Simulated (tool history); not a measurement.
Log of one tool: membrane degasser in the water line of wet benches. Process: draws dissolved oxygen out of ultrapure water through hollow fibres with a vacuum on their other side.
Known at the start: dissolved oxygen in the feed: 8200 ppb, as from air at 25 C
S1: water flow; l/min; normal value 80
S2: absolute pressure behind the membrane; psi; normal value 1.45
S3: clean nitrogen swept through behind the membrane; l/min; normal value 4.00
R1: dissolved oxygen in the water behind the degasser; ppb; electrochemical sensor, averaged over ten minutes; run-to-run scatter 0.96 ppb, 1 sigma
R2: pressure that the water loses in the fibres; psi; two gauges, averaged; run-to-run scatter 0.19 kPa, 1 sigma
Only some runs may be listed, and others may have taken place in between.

{"run": 1, "day": 0.0, "S1": 80, "S2": 1.45, "S3": 4.0, "R1": 306.9, "R2": 5.533}
{"run": 2, "day": 1.679, "S1": 80, "S2": 1.45, "S3": 4.0, "R1": 306.5, "R2": 5.523}
{"run": 3, "day": 3.133, "S1": 80, "S2": 1.45, "S3": 4.0, "R1": 304.1, "R2": 5.519}
{"run": 4, "day": 5.079, "S1": 80, "S2": 1.45, "S3": 3.06, "R1": 381.7, "R2": 5.542}
{"run": 5, "day": 6.146, "S1": 80, "S2": 1.45, "S3": 4.0, "R1": 307.1, "R2": 5.533}
{"run": 6, "day": 8.004, "S1": 80, "S2": 1.45, "S3": 4.0, "R1": 308.2, "R2": 5.523}
{"run": 7, "day": 10.029, "S1": 80, "S2": 1.45, "S3": 4.0, "R1": 307.9, "R2": 5.516}
{"run": 8, "day": 11.721, "S1": 80, "S2": 1.45, "S3": 4.0, "R1": 307.1, "R2": 5.577}
{"run": 9, "day": 13.317, "S1": 80, "S2": 1.45, "S3": 4.0, "R1": 307.4, "R2": 5.522}
{"run": 10, "day": 14.429, "S1": 80, "S2": 1.45, "S3": 4.0, "R1": 307.8, "R2": 5.524}
{"run": 11, "day": 16.3, "S1": 80, "S2": 1.45, "S3": 4.0, "R1": 308.1, "R2": 5.487}
{"run": 12, "day": 17.696, "S1": 80, "S2": 1.45, "S3": 4.0, "R1": 306.2, "R2": 5.545}
{"run": 13, "day": 19.967, "S1": 80, "S2": 1.45, "S3": 4.0, "R1": 308.4, "R2": 5.532}
{"run": 14, "day": 21.221, "S1": 80, "S2": 1.45, "S3": 4.0, "R1": 306.7, "R2": 5.532}
{"run": 15, "day": 23.192, "S1": 104, "S2": 1.45, "S3": 4.0, "R1": 387.7, "R2": 7.256}
{"run": 16, "day": 24.475, "S1": 91, "S2": 1.45, "S3": 4.0, "R1": 343.9, "R2": 6.342}
{"run": 17, "day": 25.996, "S1": 91, "S2": 1.45, "S3": 4.0, "R1": 345.8, "R2": 6.334}
{"run": 18, "day": 27.996, "S1": 80, "S2": 2.23, "S3": 3.5, "R1": 588.9, "R2": 5.539}
{"run": 19, "day": 29.075, "S1": 80, "S2": 2.23, "S3": 3.5, "R1": 590.9, "R2": 5.542}
{"run": 20, "day": 31.329, "S1": 80, "S2": 2.23, "S3": 3.5, "R1": 592.7, "R2": 5.601}
{"run": 21, "day": 32.608, "S1": 80, "S2": 2.23, "S3": 3.5, "R1": 592.0, "R2": 5.559}
{"run": 22, "day": 34.038, "S1": 104, "S2": 3.58, "S3": 7.49, "R1": 665.4, "R2": 7.255}
{"run": 23, "day": 35.696, "S1": 66, "S2": 2.8, "S3": 3.05, "R1": 725.3, "R2": 4.647}
{"run": 24, "day": 36.696, "S1": 66, "S2": 1.06, "S3": 1.65, "R1": 334.7, "R2": 4.589}
{"run": 25, "day": 38.479, "S1": 66, "S2": 1.06, "S3": 1.65, "R1": 332.5, "R2": 4.65}
{"run": 26, "day": 39.967, "S1": 66, "S2": 1.06, "S3": 1.65, "R1": 333.2, "R2": 4.612}
{"run": 27, "day": 41.192, "S1": 66, "S2": 1.06, "S3": 1.65, "R1": 330.9, "R2": 4.608}
{"day": 42.146, "done": "seals of the vacuum lines changed"}
{"run": 28, "day": 42.75, "S1": 66, "S2": 2.18, "S3": 6.33, "R1": 288.3, "R2": 4.624}
{"run": 29, "day": 44.296, "S1": 88, "S2": 1.89, "S3": 4.15, "R1": 453.9, "R2": 6.116}
{"run": 30, "day": 45.85, "S1": 62, "S2": 0.9, "S3": 9.7, "R1": 52.4, "R2": 4.335}
{"run": 31, "day": 47.479, "S1": 80, "S2": 1.45, "S3": 1.9, "R1": 556.0, "R2": 5.571}
{"run": 32, "day": 49.071, "S1": 80, "S2": 1.45, "S3": 1.9, "R1": 553.0, "R2": 5.635}
{"run": 33, "day": 50.767, "S1": 84, "S2": 1.45, "S3": 8.0, "R1": 176.9, "R2": 5.896}

3 ways to go on from here, each from the tool as it stands after run 33. What would each give?
{"run": "A", "day": 51.725, "S1": 80, "S2": 1.45, "S3": 9.45, "R1": "?", "R2": "?"}
{"run": "B", "day": 51.725, "S1": 71, "S2": 2.26, "S3": 1.97, "R1": "?", "R2": "?"}
{"run": "C", "day": 51.725, "S1": 79, "S2": 3.34, "S3": 5.24, "R1": "?", "R2": "?"}

run=A R1=146.2 R2=5.583
run=B R1=853.3 R2=4.943
run=C R1=650.7 R2=5.572
The same runs, with their run-to-run variation unchanged, on a tool lacking any hidden condition would have given:
run=A R1=141.8 R2=5.400
run=B R1=844.0 R2=4.782
run=C R1=645.0 R2=5.391
